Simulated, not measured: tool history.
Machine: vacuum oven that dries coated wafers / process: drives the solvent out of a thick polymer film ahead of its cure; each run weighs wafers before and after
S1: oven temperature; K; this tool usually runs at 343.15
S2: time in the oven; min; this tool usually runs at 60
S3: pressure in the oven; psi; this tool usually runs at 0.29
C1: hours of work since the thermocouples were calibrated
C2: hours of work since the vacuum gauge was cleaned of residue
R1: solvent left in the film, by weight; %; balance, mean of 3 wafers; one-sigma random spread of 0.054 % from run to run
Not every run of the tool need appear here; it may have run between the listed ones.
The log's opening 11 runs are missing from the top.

run	hour	S1	S2	S3	C1	C2	R1
12	744.6	343.15	60	0.29	349	455	2.04
13	840.3	343.15	60	0.29	400	506	1.99
14	882.3	343.15	60	0.29	423	528	1.95
15	940.1	343.15	60	0.477	454	559	2.85
16	1027.9	343.15	60	0.477	501	606	2.92
17	1092.4	343.15	60	0.477	535	641	2.75
18	1172.5	343.15	60	0.477	578	683	2.8
19	1219.9	343.15	60	0.477	603	709	2.89
20	1290.4	343.15	60	0.477	641	746	2.72
21	1354.3	343.15	60	0.805	675	781	4.32
22	1424.4	343.15	59	0.29	713	818	2.01
# hour 1504.2: oven's thermocouples calibrated
23	1524.3	343.15	79	0.29	11	870	1.57
24	1598.2	343.15	79	0.29	50	910	1.54
25	1683.4	339.15	60	0.397	96	955	3.74

What does the tool deliver on the next run?
26	1784.8	339.15	60	0.397	150	1010	?

Run 26 came out at R1 3.69 %.
With no hidden state in the tool, this same run would have given R1 3.68 %.
